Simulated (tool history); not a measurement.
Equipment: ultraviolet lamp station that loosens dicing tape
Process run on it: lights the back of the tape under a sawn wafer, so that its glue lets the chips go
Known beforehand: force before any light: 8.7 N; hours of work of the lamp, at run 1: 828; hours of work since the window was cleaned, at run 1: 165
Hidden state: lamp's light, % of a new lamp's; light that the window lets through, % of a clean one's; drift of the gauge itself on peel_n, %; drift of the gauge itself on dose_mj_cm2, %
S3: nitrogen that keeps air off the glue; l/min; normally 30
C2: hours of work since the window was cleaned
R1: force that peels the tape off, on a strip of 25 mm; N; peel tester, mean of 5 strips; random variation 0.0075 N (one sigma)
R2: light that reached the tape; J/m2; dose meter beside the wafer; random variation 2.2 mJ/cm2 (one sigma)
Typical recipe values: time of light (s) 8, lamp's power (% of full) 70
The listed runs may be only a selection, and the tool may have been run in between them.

{"run": 1, "hour": 0.0, "time of light (s)": 8, "lamp's power (% of full)": 70, "S3": 30, "hours of work of the lamp": 828, "C2": 165, "R1": 0.51, "R2": 1600}
{"run": 2, "hour": 29.3, "time of light (s)": 13, "lamp's power (% of full)": 70, "S3": 30, "hours of work of the lamp": 848, "C2": 185, "R1": 0.175, "R2": 2550}
{"run": 3, "hour": 72.9, "time of light (s)": 13, "lamp's power (% of full)": 70, "S3": 30, "hours of work of the lamp": 878, "C2": 215, "R1": 0.192, "R2": 2430}
{"run": 4, "hour": 108.1, "time of light (s)": 8, "lamp's power (% of full)": 70, "S3": 30, "hours of work of the lamp": 902, "C2": 239, "R1": 0.594, "R2": 1490}
{"hour": 134.4, "done": "window cleaned of glue's vapour"}
{"run": 5, "hour": 135.2, "time of light (s)": 8, "lamp's power (% of full)": 70, "S3": 30, "hours of work of the lamp": 920, "C2": 1, "R1": 0.658, "R2": 1440}
{"run": 6, "hour": 164.1, "time of light (s)": 8, "lamp's power (% of full)": 70, "S3": 30, "hours of work of the lamp": 940, "C2": 20, "R1": 0.683, "R2": 1350}
{"run": 7, "hour": 216.4, "time of light (s)": 8, "lamp's power (% of full)": 70, "S3": 26, "hours of work of the lamp": 976, "C2": 56, "R1": 0.771, "R2": 1340}
{"run": 8, "hour": 245.9, "time of light (s)": 5, "lamp's power (% of full)": 70, "S3": 30, "hours of work of the lamp": 996, "C2": 76, "R1": 1.836, "R2": 830}
{"hour": 290.7, "done": "window cleaned of glue's vapour, once more"}
{"run": 9, "hour": 298.5, "time of light (s)": 8, "lamp's power (% of full)": 70, "S3": 19, "hours of work of the lamp": 1031, "C2": 5, "R1": 0.519, "R2": 1770}
{"run": 10, "hour": 331.1, "time of light (s)": 8, "lamp's power (% of full)": 70, "S3": 19, "hours of work of the lamp": 1054, "C2": 28, "R1": 0.522, "R2": 1720}
{"run": 11, "hour": 361.6, "time of light (s)": 8, "lamp's power (% of full)": 70, "S3": 19, "hours of work of the lamp": 1075, "C2": 48, "R1": 0.563, "R2": 1680}
{"run": 12, "hour": 409.3, "time of light (s)": 8, "lamp's power (% of full)": 70, "S3": 19, "hours of work of the lamp": 1107, "C2": 81, "R1": 0.624, "R2": 1630}
{"run": 13, "hour": 464.3, "time of light (s)": 8, "lamp's power (% of full)": 70, "S3": 34, "hours of work of the lamp": 1145, "C2": 119, "R1": 0.483, "R2": 1590}
{"run": 14, "hour": 501.7, "time of light (s)": 8, "lamp's power (% of full)": 70, "S3": 30, "hours of work of the lamp": 1170, "C2": 144, "R1": 0.513, "R2": 1510}
{"run": 15, "hour": 554.1, "time of light (s)": 8, "lamp's power (% of full)": 70, "S3": 30, "hours of work of the lamp": 1206, "C2": 180, "R1": 0.563, "R2": 1550}
{"run": 16, "hour": 591.4, "time of light (s)": 8, "lamp's power (% of full)": 70, "S3": 30, "hours of work of the lamp": 1232, "C2": 205, "R1": 0.597, "R2": 1480}
{"run": 17, "hour": 642.7, "time of light (s)": 8, "lamp's power (% of full)": 70, "S3": 30, "hours of work of the lamp": 1267, "C2": 241, "R1": 0.638, "R2": 1440}
{"hour": 666.5, "done": "window cleaned of glue's vapour"}
{"run": 18, "hour": 693.1, "time of light (s)": 8, "lamp's power (% of full)": 70, "S3": 30, "hours of work of the lamp": 1301, "C2": 18, "R1": 0.492, "R2": 1610}
{"run": 19, "hour": 718.2, "time of light (s)": 8, "lamp's power (% of full)": 70, "S3": 30, "hours of work of the lamp": 1318, "C2": 35, "R1": 0.487, "R2": 1610}
{"run": 20, "hour": 751.6, "time of light (s)": 8, "lamp's power (% of full)": 88, "S3": 30, "hours of work of the lamp": 1341, "C2": 58, "R1": 0.293, "R2": 1950}
{"run": 21, "hour": 780.5, "time of light (s)": 9, "lamp's power (% of full)": 82, "S3": 56, "hours of work of the lamp": 1360, "C2": 78, "R1": 0.224, "R2": 2040}
{"run": 22, "hour": 817.3, "time of light (s)": 9, "lamp's power (% of full)": 88, "S3": 27, "hours of work of the lamp": 1386, "C2": 103, "R1": 0.275, "R2": 2210}
{"run": 23, "hour": 840.8, "time of light (s)": 9, "lamp's power (% of full)": 88, "S3": 27, "hours of work of the lamp": 1402, "C2": 119, "R1": 0.284, "R2": 2150}
{"run": 24, "hour": 866.4, "time of light (s)": 14, "lamp's power (% of full)": 70, "S3": 30, "hours of work of the lamp": 1419, "C2": 137, "R1": 0.175, "R2": 2580}
{"run": 25, "hour": 893.9, "time of light (s)": 15, "lamp's power (% of full)": 67, "S3": 24, "hours of work of the lamp": 1438, "C2": 155, "R1": 0.194, "R2": 2620}
{"run": 26, "hour": 934.9, "time of light (s)": 15, "lamp's power (% of full)": 67, "S3": 24, "hours of work of the lamp": 1466, "C2": 183, "R1": 0.192, "R2": 2540}
{"run": 27, "hour": 974.7, "time of light (s)": 15, "lamp's power (% of full)": 67, "S3": 24, "hours of work of the lamp": 1493, "C2": 211, "R1": 0.212, "R2": 2520}
{"run": 28, "hour": 1016.2, "time of light (s)": 10, "lamp's power (% of full)": 94, "S3": 11, "hours of work of the lamp": 1522, "C2": 239, "R1": 0.384, "R2": 2270}
{"hour": 1040.1, "done": "window cleaned of glue's vapour"}
{"run": 29, "hour": 1042.0, "time of light (s)": 6, "lamp's power (% of full)": 71, "S3": 29, "hours of work of the lamp": 1539, "C2": 1, "R1": 0.932, "R2": 1190}
{"run": 30, "hour": 1078.4, "time of light (s)": 8, "lamp's power (% of full)": 65, "S3": 17, "hours of work of the lamp": 1564, "C2": 26, "R1": 0.844, "R2": 1470}
{"run": 31, "hour": 1114.4, "time of light (s)": 15, "lamp's power (% of full)": 85, "S3": 30, "hours of work of the lamp": 1588, "C2": 51, "R1": 0.134, "R2": 3460}
{"run": 32, "hour": 1161.1, "time of light (s)": 7, "lamp's power (% of full)": 85, "S3": 30, "hours of work of the lamp": 1620, "C2": 83, "R1": 0.529, "R2": 1580}
{"run": 33, "hour": 1189.1, "time of light (s)": 7, "lamp's power (% of full)": 73, "S3": 30, "hours of work of the lamp": 1639, "C2": 102, "R1": 0.76, "R2": 1360}
{"hour": 1217.2, "done": "lamp changed"}
{"run": 34, "hour": 1225.6, "time of light (s)": 7, "lamp's power (% of full)": 73, "S3": 30, "hours of work of the lamp": 6, "C2": 126, "R1": 0.437, "R2": 1700}
{"run": 35, "hour": 1268.4, "time of light (s)": 7, "lamp's power (% of full)": 73, "S3": 30, "hours of work of the lamp": 35, "C2": 155, "R1": 0.44, "R2": 1660}
{"run": 36, "hour": 1311.4, "time of light (s)": 8, "lamp's power (% of full)": 73, "S3": 30, "hours of work of the lamp": 64, "C2": 185, "R1": 0.349, "R2": 1870}
{"run": 37, "hour": 1366.8, "time of light (s)": 8, "lamp's power (% of full)": 73, "S3": 30, "hours of work of the lamp": 102, "C2": 223, "R1": 0.391, "R2": 1790}
{"run": 38, "hour": 1399.8, "time of light (s)": 8, "lamp's power (% of full)": 76, "S3": 12, "hours of work of the lamp": 125, "C2": 245, "R1": 0.638, "R2": 1830}

5 ways to go on from here, each from the tool as it stands after run 38. What would each give?
{"hour": 1415.7, "done": "window cleaned of glue's vapour"}
{"run": "A", "hour": 1429.7, "time of light (s)": 6, "lamp's power (% of full)": 66, "S3": 34, "hours of work of the lamp": 145, "C2": 10, "R1": "?", "R2": "?"}
{"hour": 1415.7, "done": "window cleaned of glue's vapour"}
{"run": "B", "hour": 1429.7, "time of light (s)": 8, "lamp's power (% of full)": 70, "S3": 42, "hours of work of the lamp": 145, "C2": 10, "R1": "?", "R2": "?"}
{"hour": 1415.7, "done": "window cleaned of glue's vapour"}
{"run": "C", "hour": 1429.7, "time of light (s)": 12, "lamp's power (% of full)": 70, "S3": 38, "hours of work of the lamp": 145, "C2": 10, "R1": "?", "R2": "?"}
{"hour": 1415.7, "done": "window cleaned of glue's vapour"}
{"run": "D", "hour": 1429.7, "time of light (s)": 8, "lamp's power (% of full)": 70, "S3": 16, "hours of work of the lamp": 145, "C2": 10, "R1": "?", "R2": "?"}
{"hour": 1415.7, "done": "window cleaned of glue's vapour"}
{"run": "E", "hour": 1429.7, "time of light (s)": 15, "lamp's power (% of full)": 88, "S3": 17, "hours of work of the lamp": 145, "C2": 10, "R1": "?", "R2": "?"}

run=A R1=0.628 R2=1420
run=B R1=0.272 R2=1960
run=C R1=0.140 R2=2940
run=D R1=0.437 R2=1950
run=E R1=0.137 R2=4630
Without the tool's hidden state the same runs would have given:
run=A R1=0.571 R2=1480
run=B R1=0.249 R2=2040
run=C R1=0.135 R2=3060
run=D R1=0.395 R2=2040
run=E R1=0.136 R2=4830

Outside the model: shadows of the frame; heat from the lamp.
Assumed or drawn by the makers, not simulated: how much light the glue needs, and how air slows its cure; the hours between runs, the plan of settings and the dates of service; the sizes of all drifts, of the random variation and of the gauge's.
